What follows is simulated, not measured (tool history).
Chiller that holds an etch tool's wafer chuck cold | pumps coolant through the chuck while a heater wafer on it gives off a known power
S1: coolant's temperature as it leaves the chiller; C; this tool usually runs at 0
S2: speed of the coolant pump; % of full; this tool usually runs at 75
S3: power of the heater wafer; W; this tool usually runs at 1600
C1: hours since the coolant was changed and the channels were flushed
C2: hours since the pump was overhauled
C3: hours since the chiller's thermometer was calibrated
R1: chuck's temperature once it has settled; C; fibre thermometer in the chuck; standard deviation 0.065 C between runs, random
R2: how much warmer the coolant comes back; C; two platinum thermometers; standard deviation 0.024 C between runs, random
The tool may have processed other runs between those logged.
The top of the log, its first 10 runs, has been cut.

{"run": 11, "hour": 306.4, "S1": 0, "S2": 75, "S3": 1600, "C1": 3838, "C2": 1921, "C3": 1488, "R1": 13.41, "R2": 5.89}
{"run": 12, "hour": 335.0, "S1": 0, "S2": 75, "S3": 1600, "C1": 3867, "C2": 1950, "C3": 1517, "R1": 13.46, "R2": 5.9}
{"run": 13, "hour": 355.5, "S1": 0, "S2": 75, "S3": 1600, "C1": 3887, "C2": 1971, "C3": 1537, "R1": 13.46, "R2": 5.94}
{"run": 14, "hour": 387.9, "S1": 0, "S2": 75, "S3": 1600, "C1": 3919, "C2": 2003, "C3": 1570, "R1": 13.45, "R2": 5.92}
{"run": 15, "hour": 418.6, "S1": 0, "S2": 75, "S3": 1600, "C1": 3950, "C2": 2034, "C3": 1600, "R1": 13.43, "R2": 5.96}
{"hour": 423.7, "done": "chiller's thermometer calibrated"}
{"hour": 434.6, "done": "coolant changed, channels flushed"}
{"run": 16, "hour": 463.4, "S1": 0, "S2": 75, "S3": 1600, "C1": 29, "C2": 2072, "C3": 34, "R1": 12.5, "R2": 5.92}
{"run": 17, "hour": 503.2, "S1": 0, "S2": 84, "S3": 904, "C1": 69, "C2": 2111, "C3": 74, "R1": 6.37, "R2": 2.97}
{"run": 18, "hour": 544.8, "S1": 0, "S2": 96, "S3": 919, "C1": 110, "C2": 2153, "C3": 115, "R1": 5.99, "R2": 2.65}
{"run": 19, "hour": 583.7, "S1": -10, "S2": 82, "S3": 2021, "C1": 149, "C2": 2192, "C3": 154, "R1": 4.77, "R2": 6.9}
{"run": 20, "hour": 611.7, "S1": 0, "S2": 84, "S3": 1131, "C1": 177, "C2": 2220, "C3": 182, "R1": 8.04, "R2": 3.73}
{"hour": 619.4, "done": "chiller's thermometer calibrated, once more"}
{"run": 21, "hour": 639.7, "S1": 5, "S2": 96, "S3": 1600, "C1": 204, "C2": 2247, "C3": 20, "R1": 15.65, "R2": 4.59}
{"run": 22, "hour": 669.9, "S1": 0, "S2": 75, "S3": 2055, "C1": 234, "C2": 2277, "C3": 50, "R1": 16.13, "R2": 7.68}
{"run": 23, "hour": 697.9, "S1": 0, "S2": 75, "S3": 2055, "C1": 262, "C2": 2305, "C3": 78, "R1": 16.21, "R2": 7.69}
{"run": 24, "hour": 719.9, "S1": -1, "S2": 75, "S3": 1093, "C1": 284, "C2": 2327, "C3": 100, "R1": 7.65, "R2": 4.07}
{"run": 25, "hour": 764.6, "S1": 0, "S2": 66, "S3": 1919, "C1": 329, "C2": 2372, "C3": 145, "R1": 16.61, "R2": 8.16}
{"run": 26, "hour": 790.9, "S1": 0, "S2": 66, "S3": 1919, "C1": 355, "C2": 2398, "C3": 171, "R1": 16.63, "R2": 8.19}
{"run": 27, "hour": 809.2, "S1": -2, "S2": 69, "S3": 1919, "C1": 374, "C2": 2416, "C3": 190, "R1": 14.04, "R2": 7.81}
{"run": 28, "hour": 828.5, "S1": 0, "S2": 74, "S3": 1633, "C1": 393, "C2": 2436, "C3": 209, "R1": 13.12, "R2": 6.16}
{"run": 29, "hour": 859.7, "S1": 0, "S2": 74, "S3": 1633, "C1": 424, "C2": 2467, "C3": 240, "R1": 12.9, "R2": 6.16}
{"run": 30, "hour": 884.8, "S1": -6, "S2": 61, "S3": 1140, "C1": 449, "C2": 2492, "C3": 265, "R1": 4.4, "R2": 5.3}

Forecast each of these 4 alternatives for the next run:
{"run": "A", "hour": 905.8, "S1": 0, "S2": 82, "S3": 1552, "C1": 470, "C2": 2513, "C3": 286, "R1": "?", "R2": "?"}
{"run": "B", "hour": 905.8, "S1": -3, "S2": 72, "S3": 1140, "C1": 470, "C2": 2513, "C3": 286, "R1": "?", "R2": "?"}
{"run": "C", "hour": 905.8, "S1": 0, "S2": 67, "S3": 1600, "C1": 470, "C2": 2513, "C3": 286, "R1": "?", "R2": "?"}
{"run": "D", "hour": 905.8, "S1": -6, "S2": 61, "S3": 980, "C1": 470, "C2": 2513, "C3": 286, "R1": "?", "R2": "?"}

run=A R1=11.51 R2=5.26
run=B R1=6.38 R2=4.42
run=C R1=13.7 R2=6.79
run=D R1=2.86 R2=4.59
Take away the tool's hidden state, keep each run's random variation, and the runs would have read:
run=A R1=11.21 R2=5.08
run=B R1=6.15 R2=4.26
run=C R1=13.33 R2=6.55
run=D R1=2.64 R2=4.43
